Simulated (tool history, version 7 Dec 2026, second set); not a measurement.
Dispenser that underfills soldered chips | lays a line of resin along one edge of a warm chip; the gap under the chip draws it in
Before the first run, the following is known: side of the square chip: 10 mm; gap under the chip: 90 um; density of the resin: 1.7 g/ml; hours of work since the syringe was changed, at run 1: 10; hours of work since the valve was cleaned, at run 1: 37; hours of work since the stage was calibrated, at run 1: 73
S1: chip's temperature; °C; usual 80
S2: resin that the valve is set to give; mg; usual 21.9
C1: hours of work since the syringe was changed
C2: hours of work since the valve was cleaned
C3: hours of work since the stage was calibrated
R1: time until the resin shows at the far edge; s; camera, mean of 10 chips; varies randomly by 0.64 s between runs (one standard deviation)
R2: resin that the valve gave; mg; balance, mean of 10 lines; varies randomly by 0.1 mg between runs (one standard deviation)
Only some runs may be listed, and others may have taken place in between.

run 1 hour=0 | S1=80 S2=21.9 | C1=10 C2=37 C3=73 | R1=91.3 R2=21.6
-- hour=3.6 new syringe of resin
run 2 hour=6.5 | S1=90 S2=21.9 | C1=2 C2=41 C3=77 | R1=43 R2=21.33
run 3 hour=10.4 | S1=80 S2=21.9 | C1=5 C2=44 C3=80 | R1=69.4 R2=21.45
run 4 hour=15.5 | S1=83 S2=21.9 | C1=8 C2=47 C3=83 | R1=74.8 R2=21.31
run 5 hour=20.6 | S1=83 S2=21.9 | C1=12 C2=50 C3=87 | R1=91.6 R2=21.54
-- hour=21.6 new syringe of resin
run 6 hour=25.4 | S1=84 S2=21.9 | C1=3 C2=53 C3=90 | R1=57.3 R2=21.4
run 7 hour=31.4 | S1=80 S2=21.9 | C1=7 C2=58 C3=94 | R1=80.8 R2=21.3
run 8 hour=37.3 | S1=80 S2=20.7 | C1=11 C2=62 C3=98 | R1=99.9 R2=20.1
-- hour=40 new syringe of resin
run 9 hour=42.9 | S1=80 S2=20.7 | C1=2 C2=65 C3=102 | R1=65.2 R2=19.96
run 10 hour=47.7 | S1=80 S2=19.2 | C1=5 C2=68 C3=105 | R1=77.9 R2=18.79
-- hour=49.6 dispensing valve cleaned and set on the balance
run 11 hour=53 | S1=80 S2=21.1 | C1=8 C2=2 C3=108 | R1=86.4 R2=21.06
run 12 hour=56.8 | S1=80 S2=21.1 | C1=11 C2=5 C3=110 | R1=98.8 R2=20.92
-- hour=59.1 new syringe of resin
run 13 hour=60.1 | S1=80 S2=21.1 | C1=1 C2=7 C3=112 | R1=60.5 R2=20.97
run 14 hour=66.1 | S1=80 S2=21.1 | C1=5 C2=11 C3=116 | R1=72.9 R2=21.01
run 15 hour=72.2 | S1=80 S2=21.1 | C1=9 C2=15 C3=121 | R1=89.4 R2=20.92
-- hour=77.2 new syringe of resin
run 16 hour=79.4 | S1=80 S2=21.9 | C1=1 C2=20 C3=125 | R1=64.8 R2=21.51
run 17 hour=84.5 | S1=80 S2=21.9 | C1=5 C2=23 C3=129 | R1=74.4 R2=21.47
run 18 hour=89.2 | S1=66 S2=21.9 | C1=8 C2=26 C3=132 | R1=145.4 R2=21.62
run 19 hour=93.2 | S1=67 S2=20 | C1=11 C2=29 C3=135 | R1=162.3 R2=19.77
-- hour=95.5 new syringe of resin
run 20 hour=98.1 | S1=66 S2=21.9 | C1=2 C2=32 C3=138 | R1=105.4 R2=21.39
run 21 hour=102.9 | S1=94 S2=19.7 | C1=5 C2=36 C3=141 | R1=49.1 R2=19.23
run 22 hour=106.3 | S1=92 S2=25 | C1=7 C2=38 C3=143 | R1=54 R2=24.71
run 23 hour=110.2 | S1=83 S2=21.9 | C1=10 C2=41 C3=146 | R1=87.3 R2=21.45
-- hour=113.7 new syringe of resin
run 24 hour=116.6 | S1=83 S2=21.9 | C1=2 C2=45 C3=150 | R1=58.7 R2=21.39
run 25 hour=121.3 | S1=79 S2=23.4 | C1=5 C2=48 C3=153 | R1=79.4 R2=22.87
run 26 hour=127.1 | S1=69 S2=26.8 | C1=9 C2=52 C3=157 | R1=135.5 R2=26.23
-- hour=131.9 new syringe of resin
run 27 hour=133.3 | S1=83 S2=26.8 | C1=1 C2=56 C3=161 | R1=53.8 R2=26.12
run 28 hour=139.2 | S1=79 S2=25.1 | C1=5 C2=60 C3=165 | R1=74.9 R2=24.34
run 29 hour=142.2 | S1=94 S2=27.2 | C1=7 C2=62 C3=167 | R1=48.9 R2=26.36
run 30 hour=146.2 | S1=87 S2=22.3 | C1=10 C2=65 C3=170 | R1=71.2 R2=21.56
-- hour=150 new syringe of resin
run 31 hour=150.4 | S1=69 S2=23 | C1=0 C2=67 C3=173 | R1=88.1 R2=22.34
-- hour=154.1 dispensing valve cleaned and set on the balance
run 32 hour=155.1 | S1=69 S2=19.7 | C1=3 C2=1 C3=175 | R1=103.2 R2=19.66
run 33 hour=160.3 | S1=80 S2=24.1 | C1=6 C2=4 C3=179 | R1=78.4 R2=24.23
run 34 hour=165.5 | S1=80 S2=24.1 | C1=10 C2=8 C3=182 | R1=92.1 R2=24.03
-- hour=169.2 new syringe of resin
run 35 hour=172.7 | S1=81 S2=24.1 | C1=2 C2=12 C3=187 | R1=60.7 R2=24.09

Below are 5 alternative next runs, each starting from the tool's condition after run 35. Predict each:
run A hour=176.2 | S1=67 S2=22.5 | C1=5 C2=15 C3=189 | R1=? R2=?
run B hour=176.2 | S1=80 S2=26.1 | C1=5 C2=15 C3=189 | R1=? R2=?
run C hour=176.2 | S1=73 S2=24.1 | C1=5 C2=15 C3=189 | R1=? R2=?
run D hour=176.2 | S1=82 S2=28.1 | C1=5 C2=15 C3=189 | R1=? R2=?
run E hour=176.2 | S1=81 S2=27.6 | C1=5 C2=15 C3=189 | R1=? R2=?

run=A R1=116 R2=22.43
run=B R1=69.5 R2=25.99
run=C R1=91.2 R2=23.88
run=D R1=65.2 R2=28.03
run=E R1=67.1 R2=27.51
With the hidden condition removed and each run's random variation left untouched, the same runs would have given:
run=A R1=90.7 R2=22.53
run=B R1=54.5 R2=26.12
run=C R1=71.5 R2=23.99
run=D R1=51.1 R2=28.17
run=E R1=52.6 R2=27.65
